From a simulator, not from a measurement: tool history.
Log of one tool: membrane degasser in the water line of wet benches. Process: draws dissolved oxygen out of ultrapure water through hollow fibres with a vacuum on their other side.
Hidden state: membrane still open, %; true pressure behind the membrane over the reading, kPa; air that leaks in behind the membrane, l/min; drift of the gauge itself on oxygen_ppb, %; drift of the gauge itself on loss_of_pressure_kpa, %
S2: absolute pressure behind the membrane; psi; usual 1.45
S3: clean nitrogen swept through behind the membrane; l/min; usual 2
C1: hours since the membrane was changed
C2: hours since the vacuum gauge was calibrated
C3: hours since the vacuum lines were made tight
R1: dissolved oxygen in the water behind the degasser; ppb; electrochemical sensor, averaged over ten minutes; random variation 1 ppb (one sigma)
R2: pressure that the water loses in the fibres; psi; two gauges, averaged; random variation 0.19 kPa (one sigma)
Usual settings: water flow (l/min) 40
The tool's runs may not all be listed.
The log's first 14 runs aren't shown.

run 15 day=19.479 | water_flow_(l/min)=40 S2=1.45 S3=2 | C1=2062 C2=4328 C3=8678 | R1=326.9 R2=5.761
run 16 day=20.979 | water_flow_(l/min)=40 S2=3.57 S3=2 | C1=2098 C2=4364 C3=8714 | R1=891.4 R2=5.793
run 17 day=22.275 | water_flow_(l/min)=40 S2=3.57 S3=2 | C1=2129 C2=4395 C3=8745 | R1=896.2 R2=5.762
run 18 day=23.812 | water_flow_(l/min)=40 S2=3.57 S3=2 | C1=2166 C2=4432 C3=8782 | R1=896.2 R2=5.742
-- day=23.996 vacuum gauge calibrated
run 19 day=25.258 | water_flow_(l/min)=36 S2=3.57 S3=0.88 | C1=2200 C2=30 C3=8816 | R1=1515.4 R2=5.22
run 20 day=27.338 | water_flow_(l/min)=34 S2=1.45 S3=1.01 | C1=2250 C2=80 C3=8866 | R1=478 R2=4.93
run 21 day=28.417 | water_flow_(l/min)=39 S2=3.6 S3=1.01 | C1=2276 C2=106 C3=8892 | R1=1473.4 R2=5.661
run 22 day=30.221 | water_flow_(l/min)=39 S2=2.76 S3=2.57 | C1=2319 C2=149 C3=8935 | R1=551.2 R2=5.59
run 23 day=32 | water_flow_(l/min)=40 S2=2.8 S3=0.99 | C1=2362 C2=192 C3=8978 | R1=1177 R2=5.8
run 24 day=33.425 | water_flow_(l/min)=40 S2=2.8 S3=0.99 | C1=2396 C2=226 C3=9012 | R1=1186.9 R2=5.78
-- day=34.45 vacuum gauge calibrated, once more
run 25 day=34.983 | water_flow_(l/min)=35 S2=1.58 S3=5.17 | C1=2433 C2=13 C3=9049 | R1=141 R2=5.098
run 26 day=36.075 | water_flow_(l/min)=26 S2=1.06 S3=5.17 | C1=2459 C2=39 C3=9075 | R1=55 R2=3.796
run 27 day=37.054 | water_flow_(l/min)=33 S2=0.91 S3=1.31 | C1=2482 C2=62 C3=9099 | R1=180 R2=4.791
run 28 day=39.083 | water_flow_(l/min)=33 S2=0.91 S3=1.31 | C1=2531 C2=111 C3=9147 | R1=178.5 R2=4.73
run 29 day=40.029 | water_flow_(l/min)=29 S2=1.64 S3=3.38 | C1=2554 C2=134 C3=9170 | R1=171.9 R2=4.18
run 30 day=41.117 | water_flow_(l/min)=29 S2=1.45 S3=2 | C1=2580 C2=160 C3=9196 | R1=231.6 R2=4.15
run 31 day=42.179 | water_flow_(l/min)=61 S2=1.45 S3=2.69 | C1=2605 C2=185 C3=9222 | R1=432 R2=8.823
run 32 day=43.617 | water_flow_(l/min)=61 S2=1.45 S3=2.69 | C1=2640 C2=220 C3=9256 | R1=433.1 R2=8.807
run 33 day=44.817 | water_flow_(l/min)=61 S2=1.42 S3=2.69 | C1=2669 C2=249 C3=9285 | R1=423.9 R2=8.878

Forecast each of these 3 alternatives for the next run:
run A day=46.012 | water_flow_(l/min)=54 S2=1.45 S3=2 | C1=2697 C2=277 C3=9314 | R1=? R2=?
run B day=46.012 | water_flow_(l/min)=61 S2=1.26 S3=2.69 | C1=2697 C2=277 C3=9314 | R1=? R2=?
run C day=46.012 | water_flow_(l/min)=61 S2=0.94 S3=2.69 | C1=2697 C2=277 C3=9314 | R1=? R2=?

run=A R1=449.6 R2=7.804
run=B R1=373.8 R2=8.855
run=C R1=271 R2=8.863
Without the tool's hidden state the same runs would have given:
run=A R1=444 R2=7.719
run=B R1=367.3 R2=8.759
run=C R1=264.9 R2=8.768

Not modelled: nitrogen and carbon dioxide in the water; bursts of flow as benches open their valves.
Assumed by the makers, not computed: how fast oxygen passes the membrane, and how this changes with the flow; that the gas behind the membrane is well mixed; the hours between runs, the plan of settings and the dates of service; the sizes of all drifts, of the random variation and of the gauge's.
